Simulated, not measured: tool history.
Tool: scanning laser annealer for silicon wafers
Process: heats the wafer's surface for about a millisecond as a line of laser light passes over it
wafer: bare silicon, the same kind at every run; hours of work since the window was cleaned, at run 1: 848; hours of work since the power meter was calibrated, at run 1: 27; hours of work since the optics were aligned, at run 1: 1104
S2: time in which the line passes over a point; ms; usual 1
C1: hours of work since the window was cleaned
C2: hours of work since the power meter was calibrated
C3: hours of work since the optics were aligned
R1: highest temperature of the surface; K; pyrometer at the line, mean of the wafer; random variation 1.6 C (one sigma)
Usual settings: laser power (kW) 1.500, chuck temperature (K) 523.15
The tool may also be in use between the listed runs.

run 1 hour=0.0 | laser_power_(kW)=1.500 S2=1 chuck_temperature_(K)=523.15 | C1=848 C2=27 C3=1104 | R1=1253.15
run 2 hour=19.8 | laser_power_(kW)=1.500 S2=1 chuck_temperature_(K)=523.15 | C1=863 C2=41 C3=1119 | R1=1256.15
run 3 hour=37.2 | laser_power_(kW)=1.500 S2=1 chuck_temperature_(K)=523.15 | C1=876 C2=54 C3=1132 | R1=1254.15
-- hour=43.5 window over the wafer cleaned
run 4 hour=63.2 | laser_power_(kW)=1.500 S2=1 chuck_temperature_(K)=531.15 | C1=15 C2=72 C3=1149 | R1=1283.15
run 5 hour=81.3 | laser_power_(kW)=1.500 S2=1 chuck_temperature_(K)=531.15 | C1=28 C2=85 C3=1163 | R1=1281.15
run 6 hour=96.1 | laser_power_(kW)=1.500 S2=1 chuck_temperature_(K)=531.15 | C1=39 C2=96 C3=1174 | R1=1279.15
run 7 hour=120.5 | laser_power_(kW)=1.500 S2=1 chuck_temperature_(K)=531.15 | C1=57 C2=114 C3=1192 | R1=1278.15
run 8 hour=139.7 | laser_power_(kW)=1.500 S2=1 chuck_temperature_(K)=523.15 | C1=71 C2=128 C3=1206 | R1=1272.15
run 9 hour=156.0 | laser_power_(kW)=1.500 S2=1 chuck_temperature_(K)=523.15 | C1=83 C2=140 C3=1218 | R1=1271.15
run 10 hour=174.2 | laser_power_(kW)=1.500 S2=1 chuck_temperature_(K)=529.15 | C1=96 C2=153 C3=1231 | R1=1278.15
run 11 hour=195.4 | laser_power_(kW)=1.500 S2=1 chuck_temperature_(K)=523.15 | C1=112 C2=169 C3=1247 | R1=1269.15
run 12 hour=208.5 | laser_power_(kW)=1.500 S2=1 chuck_temperature_(K)=523.15 | C1=122 C2=179 C3=1256 | R1=1268.15

The next listed run, before its measurement:
run 13 hour=224.6 | laser_power_(kW)=1.500 S2=1 chuck_temperature_(K)=523.15 | C1=134 C2=191 C3=1268 | R1=?

{"run 13": {"R1": 1270.15}}
Without the tool's hidden state the same run would have given R1 1285.15 K.
